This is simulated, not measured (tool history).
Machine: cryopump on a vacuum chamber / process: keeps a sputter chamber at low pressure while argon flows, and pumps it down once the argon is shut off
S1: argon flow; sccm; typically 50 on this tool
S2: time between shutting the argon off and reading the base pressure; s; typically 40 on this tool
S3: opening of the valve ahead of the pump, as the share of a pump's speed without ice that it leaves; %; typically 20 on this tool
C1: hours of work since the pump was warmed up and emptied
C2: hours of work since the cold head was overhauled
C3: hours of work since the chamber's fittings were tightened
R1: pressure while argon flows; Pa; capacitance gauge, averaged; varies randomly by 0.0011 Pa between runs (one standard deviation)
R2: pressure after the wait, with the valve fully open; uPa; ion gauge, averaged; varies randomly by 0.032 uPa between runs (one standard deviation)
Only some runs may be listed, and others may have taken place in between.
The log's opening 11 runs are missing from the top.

run     day  S1   S2  S3   C1   C2   C3      R1    R2
 12   7.333  38   40  20  572  572  306  0.1974  2.12
 13   8.092  38   40  20  588  588  322  0.1984  2.13
 14   8.525  50   40  33  598  598  331  0.1651  2.14
 15   9.304  50   40  20  614  614  347  0.2610  2.15
 16   9.712  50   25  20  622  622  356  0.2632  3.00
 17  10.112  50   25  20  631  631  364  0.2612  3.05
 18  10.600  40  164  15  641  641  374  0.2757  1.07
 19  11.438  21   38  44  659  659  392  0.0550  2.32
 20  12.304  25   40  58  677  677  410  0.0520  2.21
 21  12.792  25   30  58  687  687  420  0.0530  2.78
 22  13.279  71  176  16  697  697  430  0.4615  1.11
     13.729  -- pump warmed up, emptied and cooled again
 23  14.042  71  111  16    7  709  442  0.4349  1.05
 24  14.621  71   95  19   19  721  454  0.3653  1.20
 25  15.121  31  216  42   29  732  465  0.0732  0.86
 26  16.000  31  216  42   48  750  483  0.0731  0.88
 27  16.396  31  216  42   56  758  491  0.0731  0.87
 28  16.929  90   40  28   67  769  503  0.3177  2.08
 29  17.362  90   40  30   76  779  512  0.2964  2.12
 30  18.275  24   40  60   95  798  531  0.0412  2.17

Alternative continuations, all from the tool just after run 30; predict every row:
  A  18.796  50   40  21  106  809  542   ?   ?
  B  18.796  50  163  48  106  809  542   ?   ?
  C  18.796  50   24  20  106  809  542   ?   ?

run      R1    R2
  A  0.2355  2.18
  B  0.1052  1.01
  C  0.2472  3.18
With no hidden state in the tool, these same runs would have given:
run      R1    R2
  A  0.2325  1.70
  B  0.1022  0.53
  C  0.2441  2.70
